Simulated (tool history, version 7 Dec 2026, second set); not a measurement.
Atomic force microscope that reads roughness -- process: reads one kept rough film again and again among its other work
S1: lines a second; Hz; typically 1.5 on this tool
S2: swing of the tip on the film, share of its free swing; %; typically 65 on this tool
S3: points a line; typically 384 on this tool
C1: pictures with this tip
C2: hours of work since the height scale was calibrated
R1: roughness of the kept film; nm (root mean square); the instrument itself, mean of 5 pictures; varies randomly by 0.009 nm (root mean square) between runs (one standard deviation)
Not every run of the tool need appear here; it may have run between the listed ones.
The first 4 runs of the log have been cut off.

Run 5, hour 120.5: usual settings but S2 56 %; C1 101; C2 851. Result: R1 2.048 nm (root mean square).
At hour 143.7: new tip fitted.
Run 6, hour 165.3: usual settings but S2 56 %; C1 20; C2 874. Result: R1 2.053 nm (root mean square).
Run 7, hour 200.1: usual settings but S3 850; C1 53; C2 892. Result: R1 2.031 nm (root mean square).
Run 8, hour 238.6: usual settings but S1 1.42 Hz, S3 850; C1 88; C2 911. Result: R1 2.026 nm (root mean square).
Run 9, hour 266: usual settings but S1 1.42 Hz, S3 850; C1 114; C2 925. Result: R1 2.033 nm (root mean square).
At hour 274.6: new tip fitted.
Run 10, hour 298.7: usual settings but S1 1.42 Hz, S3 850; C1 22; C2 942. Result: R1 2.03 nm (root mean square).
Run 11, hour 317.4: usual settings but S2 83 %; C1 40; C2 951. Result: R1 1.949 nm (root mean square).
Run 12, hour 355.1: usual settings; C1 74; C2 970. Result: R1 2.015 nm (root mean square).
Run 13, hour 400.1: usual settings but S1 1.27 Hz; C1 116; C2 993. Result: R1 2.02 nm (root mean square).
At hour 407.8: new tip fitted.
Run 14, hour 423.4: usual settings but S1 1.27 Hz; C1 14; C2 1005. Result: R1 2.051 nm (root mean square).
Run 15, hour 467.4: usual settings; C1 55; C2 1028. Result: R1 2.03 nm (root mean square).
Run 16, hour 503.6: usual settings; C1 88; C2 1046. Result: R1 2.007 nm (root mean square).
Run 17, hour 532: usual settings but S1 0.99 Hz; C1 115; C2 1061. Result: R1 2.056 nm (root mean square).
At hour 541.3: new tip fitted.
Run 18, hour 577.1: usual settings but S1 0.99 Hz; C1 33; C2 1083. Result: R1 2.045 nm (root mean square).
Run 19, hour 606.4: usual settings but S1 0.99 Hz, S2 70 %; C1 60; C2 1098. Result: R1 2.019 nm (root mean square).
Run 20, hour 644.6: usual settings but S1 0.99 Hz, S2 70 %; C1 95; C2 1118. Result: R1 2.023 nm (root mean square).
Run 21, hour 666.5: usual settings but S1 0.99 Hz, S2 70 %; C1 116; C2 1129. Result: R1 2.025 nm (root mean square).
At hour 673.3: new tip fitted.
Run 22, hour 702.6: usual settings but S1 0.99 Hz, S2 70 %; C1 27; C2 1147. Result: R1 2.049 nm (root mean square).
Run 23, hour 742.9: usual settings but S1 0.99 Hz, S2 70 %; C1 65; C2 1168. Result: R1 2.039 nm (root mean square).
Run 24, hour 767.2: usual settings but S2 67 %; C1 87; C2 1180. Result: R1 2.014 nm (root mean square).
At hour 804.6: new tip fitted.
Run 25, hour 804.6: usual settings but S2 67 %; C1 0; C2 1199. Result: R1 2.021 nm (root mean square).

What will run 26 give?
Run 26, hour 842.9: usual settings but S2 67 %; C1 36; C2 1219. Result: R1 ?.

{"run 26": {"R1": 2.025}}
On a tool with no hidden condition, and with the same random variation, this run would have come out at R1 2.028 nm (root mean square).
